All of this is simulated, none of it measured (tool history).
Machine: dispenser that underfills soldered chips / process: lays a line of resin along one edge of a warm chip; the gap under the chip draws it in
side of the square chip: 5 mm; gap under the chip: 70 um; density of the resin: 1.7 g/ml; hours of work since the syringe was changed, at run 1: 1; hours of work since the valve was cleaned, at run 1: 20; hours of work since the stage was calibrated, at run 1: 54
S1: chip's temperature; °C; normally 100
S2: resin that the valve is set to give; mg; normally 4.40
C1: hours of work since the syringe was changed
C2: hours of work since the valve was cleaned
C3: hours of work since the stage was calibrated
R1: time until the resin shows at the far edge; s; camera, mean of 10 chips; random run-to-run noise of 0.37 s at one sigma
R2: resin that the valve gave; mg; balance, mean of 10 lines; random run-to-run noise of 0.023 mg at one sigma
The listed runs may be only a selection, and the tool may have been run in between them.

run	hour	S1	S2	C1	C2	C3	R1	R2
1	0.0	100	4.40	1	20	54	24.4	4.32
2	3.5	100	5.37	3	22	56	29.0	5.23
3	5.4	100	5.37	4	24	57	31.3	5.24
4	9.9	98	5.37	7	26	60	42.7	5.20
5	12.6	98	5.37	9	28	61	49.4	5.21
6	16.6	98	5.37	11	30	64	60.5	5.17
# hour 18.1: new syringe of resin
7	19.0	98	5.37	1	32	65	25.1	5.23
8	21.0	98	5.37	2	33	66	28.1	5.21
9	23.3	98	5.37	3	34	68	31.0	5.17
10	26.0	98	5.37	5	36	69	34.8	5.18
11	30.4	98	4.21	7	39	72	46.1	4.07
12	32.9	100	3.85	9	40	73	50.8	3.75
13	37.0	100	3.85	11	43	76	61.5	3.68
# hour 38.1: new syringe of resin
14	41.0	103	3.86	2	45	78	24.3	3.72
15	45.6	103	3.73	5	48	81	31.2	3.56
16	49.1	102	3.98	7	50	83	38.4	3.81
17	51.3	102	3.98	8	51	84	42.8	3.78
18	54.8	107	3.98	10	53	87	42.5	3.77
# hour 57.8: new syringe of resin
19	57.8	107	5.23	0	55	88	16.6	4.95
20	61.4	92	3.74	2	57	90	37.6	3.51
21	66.0	92	3.74	5	60	93	48.2	3.53
# hour 67.6: dispensing valve cleaned and set on the balance
22	70.9	92	3.74	7	2	96	58.5	3.74
23	72.9	92	3.74	9	3	97	64.1	3.73
24	75.5	106	4.67	10	5	98	42.1	4.61
25	77.4	92	4.08	11	6	99	78.3	4.08

Branching from run 25: 5 alternative next runs. What would each branch give?
# hour 78.6: new syringe of resin
A	81.7	106	3.97	2	8	102	?	?
# hour 78.6: new syringe of resin
B	81.7	108	4.40	2	8	102	?	?
# hour 78.6: new syringe of resin
C	81.7	103	4.40	2	8	102	?	?
# hour 78.6: new syringe of resin
D	81.7	112	5.33	2	8	102	?	?
# hour 78.6: new syringe of resin
E	81.7	92	3.89	2	8	102	?	?

run	R1	R2
A	21.0	4.00
B	18.9	4.36
C	23.1	4.38
D	16.9	5.31
E	34.7	3.85
What these runs would have given with no unlogged condition in the tool:
run	R1	R2
A	18.1	4.02
B	16.3	4.39
C	20.0	4.41
D	14.7	5.34
E	30.0	3.88
